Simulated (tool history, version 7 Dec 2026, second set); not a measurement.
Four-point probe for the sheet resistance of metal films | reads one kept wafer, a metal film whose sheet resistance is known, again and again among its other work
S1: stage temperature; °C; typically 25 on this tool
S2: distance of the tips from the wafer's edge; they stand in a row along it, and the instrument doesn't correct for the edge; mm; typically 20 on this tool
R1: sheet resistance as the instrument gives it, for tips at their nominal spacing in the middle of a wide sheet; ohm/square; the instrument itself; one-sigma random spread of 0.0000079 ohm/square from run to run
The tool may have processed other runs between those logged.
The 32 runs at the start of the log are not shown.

{"run": 33, "hour": 857.1, "S1": 24, "S2": 18, "R1": 0.039635}
{"run": 34, "hour": 879.7, "S1": 32, "S2": 8, "R1": 0.040056}
{"run": 35, "hour": 908.9, "S1": 32, "S2": 8, "R1": 0.040059}
{"run": 36, "hour": 947.7, "S1": 23, "S2": 34, "R1": 0.039615}
{"run": 37, "hour": 984.1, "S1": 30, "S2": 43, "R1": 0.039902}
{"run": 38, "hour": 1000.4, "S1": 34, "S2": 31, "R1": 0.040084}
{"run": 39, "hour": 1019.4, "S1": 19, "S2": 11, "R1": 0.039476}
{"run": 40, "hour": 1047.7, "S1": 26, "S2": 20, "R1": 0.039746}
{"run": 41, "hour": 1080.1, "S1": 24, "S2": 18, "R1": 0.039675}
{"run": 42, "hour": 1096.7, "S1": 21, "S2": 62, "R1": 0.039538}
{"run": 43, "hour": 1136.3, "S1": 22, "S2": 5, "R1": 0.039796}
{"run": 44, "hour": 1154.0, "S1": 28, "S2": 31, "R1": 0.03986}

Each row is a separate what-if for the run after 44, all from the same tool condition, not one after another. Results?
{"run": "A", "hour": 1178.7, "S1": 31, "S2": 19, "R1": "?"}
{"run": "B", "hour": 1178.7, "S1": 24, "S2": 9, "R1": "?"}
{"run": "C", "hour": 1178.7, "S1": 22, "S2": 31, "R1": "?"}
{"run": "D", "hour": 1178.7, "S1": 34, "S2": 8, "R1": "?"}
{"run": "E", "hour": 1178.7, "S1": 28, "S2": 39, "R1": "?"}

run=A R1=0.039996
run=B R1=0.039741
run=C R1=0.039608
run=D R1=0.040175
run=E R1=0.039857
Take away the tool's hidden state, keep each run's random variation, and the runs would have read:
run=A R1=0.039863
run=B R1=0.039607
run=C R1=0.039475
run=D R1=0.040042
run=E R1=0.039724
